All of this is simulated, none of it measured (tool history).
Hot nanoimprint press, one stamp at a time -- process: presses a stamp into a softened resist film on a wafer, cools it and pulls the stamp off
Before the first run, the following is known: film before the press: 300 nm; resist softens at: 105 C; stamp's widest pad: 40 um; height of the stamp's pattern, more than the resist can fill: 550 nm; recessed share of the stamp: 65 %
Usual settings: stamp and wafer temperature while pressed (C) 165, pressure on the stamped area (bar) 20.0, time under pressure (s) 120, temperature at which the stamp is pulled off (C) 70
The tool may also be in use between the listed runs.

run,hour,stamp and wafer temperature while pressed (C),pressure on the stamped area (bar),time under pressure (s),temperature at which the stamp is pulled off (C),resist left under the stamp's widest pad (nm),greatest force while the stamp is pulled off (N)
1,0.0,165,20.0,120,70,164.3,184
2,41.8,176,20.0,120,70,118.6,185
3,95.3,176,20.0,120,70,116.9,201
4,184.9,176,20.0,120,70,119.7,217
# hour 241.7: plate thermocouple calibrated
5,241.7,176,20.0,120,70,112.6,209
6,296.3,162,20.0,120,70,175.4,229
# hour 325.7: stamp cleaned and given a new release coat
7,356.3,165,20.0,120,70,161.1,188
8,410.2,165,20.0,120,70,160.6,198
9,463.4,165,20.0,120,70,161.9,201
10,518.2,165,20.0,120,70,163.9,212
11,593.4,165,20.0,120,70,163.8,227
# hour 654.5: stamp cleaned and given a new release coat
12,674.6,165,14.8,120,70,183.9,190
13,724.3,165,20.0,120,70,166.2,190
14,795.2,165,20.0,120,70,166.7,203
15,888.4,165,20.0,120,70,169.4,223
# hour 985.6: stamp cleaned and given a new release coat
16,985.8,177,24.7,204,70,85.6,185
# hour 995.6: plate thermocouple calibrated
17,1058.0,166,21.5,104,59,162.7,217
18,1147.7,166,21.5,104,59,162.6,230
# hour 1191.1: press's hydraulic seals changed and the load cell set to zero
19,1199.6,153,20.0,120,59,225.7,244
20,1262.7,153,20.0,120,59,228.8,250
21,1307.5,166,19.7,107,57,165.9,266
# hour 1326.0: stamp cleaned and given a new release coat
22,1365.2,166,19.7,107,57,166.0,214
23,1408.5,166,20.6,209,67,128.6,200
24,1487.1,171,20.6,128,62,132.9,231
25,1528.0,171,20.6,128,62,132.9,228
26,1570.8,171,19.5,128,57,135.8,259
# hour 1659.5: stamp cleaned and given a new release coat
27,1659.8,165,20.0,60,57,205.2,208
28,1737.7,165,12.4,136,57,192.2,221
# hour 1753.9: plate thermocouple calibrated
29,1809.9,165,12.4,136,57,184.9,232

Each row is a separate what-if for the run after 29, all from the same tool condition, not one after another. Results?
A,1891.7,163,31.9,165,57,?,?
B,1891.7,157,20.0,120,70,?,?
C,1891.7,165,12.4,88,73,?,?
D,1891.7,161,12.4,194,57,?,?
E,1891.7,165,16.6,73,59,?,?

run,resist left under the stamp's widest pad (nm),greatest force while the stamp is pulled off (N)
A,129.6,251
B,205.5,225
C,208.4,218
D,187.2,253
E,201.0,246
With the hidden condition removed and each run's random variation left untouched, the same runs would have given:
run,resist left under the stamp's widest pad (nm),greatest force while the stamp is pulled off (N)
A,124.0,208
B,200.8,186
C,204.9,181
D,183.4,209
E,196.9,203
